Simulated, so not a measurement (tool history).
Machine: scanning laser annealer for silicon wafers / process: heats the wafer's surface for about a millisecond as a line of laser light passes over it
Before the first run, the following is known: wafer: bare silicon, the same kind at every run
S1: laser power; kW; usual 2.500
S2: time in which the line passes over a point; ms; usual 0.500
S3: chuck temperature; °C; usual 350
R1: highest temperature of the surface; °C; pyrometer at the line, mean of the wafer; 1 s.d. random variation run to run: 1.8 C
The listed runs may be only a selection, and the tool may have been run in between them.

| run | hour | S1 | S2 | S3 | R1 |
|---|---|---|---|---|---|
| 1 | 0.0 | 2.500 | 0.500 | 350 | 1062 |
| 2 | 22.4 | 2.500 | 0.500 | 350 | 1062 |
| 3 | 32.5 | 2.500 | 0.500 | 350 | 1059 |
| 4 | 50.8 | 2.500 | 0.500 | 350 | 1062 |
| 5 | 62.6 | 2.500 | 0.500 | 350 | 1063 |
| 6 | 84.2 | 2.500 | 0.500 | 323 | 1034 |
| 7 | 105.2 | 2.500 | 0.500 | 350 | 1059 |
| 8 | 121.9 | 2.618 | 0.500 | 350 | 1097 |
| 9 | 145.5 | 2.618 | 0.500 | 350 | 1101 |
| 10 | 159.7 | 2.413 | 0.500 | 319 | 1001 |
| 11 | 172.5 | 2.134 | 0.500 | 384 | 978 |
| 12 | 184.1 | 2.365 | 0.500 | 384 | 1050 |
| 13 | 200.6 | 2.365 | 0.387 | 320 | 895 |

Here are 3 independent what-if runs from the current tool condition. What would each one return?
| A | 216.2 | 2.682 | 0.406 | 359 | ? |
| B | 216.2 | 2.245 | 0.608 | 323 | ? |
| C | 216.2 | 2.500 | 0.412 | 350 | ? |

| run | R1 |
|---|---|
| A | 1043 |
| B | 1024 |
| C | 988 |
Without the tool's hidden state the same runs would have given:
| run | R1 |
|---|---|
| A | 1044 |
| B | 1025 |
| C | 988 |
